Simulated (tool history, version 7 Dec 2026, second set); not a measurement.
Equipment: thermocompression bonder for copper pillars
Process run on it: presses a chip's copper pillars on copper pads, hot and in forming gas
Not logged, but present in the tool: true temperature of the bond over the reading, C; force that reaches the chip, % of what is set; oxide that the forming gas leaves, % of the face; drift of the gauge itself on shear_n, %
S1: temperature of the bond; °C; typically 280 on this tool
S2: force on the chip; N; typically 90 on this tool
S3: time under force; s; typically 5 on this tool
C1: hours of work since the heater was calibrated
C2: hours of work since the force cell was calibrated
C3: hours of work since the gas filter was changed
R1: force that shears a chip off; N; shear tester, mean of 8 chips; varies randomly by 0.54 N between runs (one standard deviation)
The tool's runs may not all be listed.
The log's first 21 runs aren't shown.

run,hour,S1,S2,S3,C1,C2,C3,R1
22,477.7,268,90,9,31,108,350,42.3
23,505.8,264,100,4,52,129,371,34.0
24,525.4,308,92,4,67,144,386,49.2
25,549.8,274,92,4,86,162,405,34.7
26,564.7,280,117,4,97,174,416,45.8
27,587.8,280,117,4,115,191,434,46.2
28,605.9,280,62,5,128,205,448,26.1
29,633.4,280,115,5,149,226,469,49.0
30,659.9,308,115,8,170,246,489,67.3
# hour 668.8: forming gas filter changed
31,688.7,280,85,14,191,268,15,57.0
32,715.6,280,58,5,212,288,36,26.8
33,733.5,280,58,5,225,302,49,26.3
34,752.6,280,58,5,240,316,64,26.9
35,773.7,280,58,5,256,332,80,26.1

Run 36 has not been measured yet. What should we expect?
36,801.1,285,72,6,277,353,101,?

R1: 38.1 N
The same run, on a tool lacking any hidden state, would have yielded R1 37.3 N.

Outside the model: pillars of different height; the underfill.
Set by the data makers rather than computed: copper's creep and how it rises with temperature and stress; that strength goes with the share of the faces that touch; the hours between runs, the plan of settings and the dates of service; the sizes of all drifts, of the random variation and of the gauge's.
